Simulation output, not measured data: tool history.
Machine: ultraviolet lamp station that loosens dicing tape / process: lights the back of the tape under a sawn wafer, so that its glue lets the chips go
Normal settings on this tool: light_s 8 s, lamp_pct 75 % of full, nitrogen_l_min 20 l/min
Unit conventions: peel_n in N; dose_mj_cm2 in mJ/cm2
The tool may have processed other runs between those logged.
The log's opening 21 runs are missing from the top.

run,hour,light_s,lamp_pct,nitrogen_l_min,hours of work of the lamp,hours of work since the window was cleaned,peel_n,dose_mj_cm2
22,1441.5,9,75,20,1629,233,1.03,186
23,1528.4,9,75,20,1682,285,1.036,183
# hour 1573.7: lamp changed
# hour 1582.1: window cleaned of glue's vapour
24,1619.7,10,64,37,27,23,0.617,256
25,1663.9,8,60,11,54,49,1.191,189
26,1739.4,8,60,11,100,95,1.229,184
27,1779.3,8,60,11,124,119,1.231,177
28,1823.1,13,65,10,150,145,0.614,315
29,1895.5,8,100,6,194,189,0.845,290
30,1964.5,10,72,11,235,230,0.773,255
31,2027.2,9,86,20,273,268,0.605,268
# hour 2108.2: window cleaned of glue's vapour
32,2108.7,8,76,17,322,0,0.797,229
33,2160.1,8,76,17,353,31,0.806,223
34,2213.2,4,96,9,385,63,1.721,143
35,2284.5,6,73,12,428,106,1.398,156
36,2375.6,6,73,12,483,161,1.44,153
37,2446.1,4,70,20,525,204,1.927,95
38,2515.6,8,66,34,567,246,0.954,178
39,2597.5,7,89,9,616,295,1.181,202
# hour 2630.2: window cleaned of glue's vapour
40,2664.5,7,71,9,657,21,1.331,178
41,2725.9,7,71,9,694,58,1.39,176
42,2815.3,7,71,9,747,112,1.358,172
43,2894.1,14,75,20,795,159,0.438,350

Below are 4 alternative next runs, each starting from the tool's condition after run 43. Predict each:
A,2934.3,8,72,20,819,183,?,?
B,2934.3,6,80,25,819,183,?,?
C,2934.3,9,75,20,819,183,?,?
D,2934.3,7,82,20,819,183,?,?

run,peel_n,dose_mj_cm2
A,1.035,189
B,1.157,160
C,0.812,221
D,1.021,188
With the hidden condition removed and each run's random variation left untouched, the same runs would have given:
run,peel_n,dose_mj_cm2
A,0.786,232
B,0.897,197
C,0.607,271
D,0.775,231
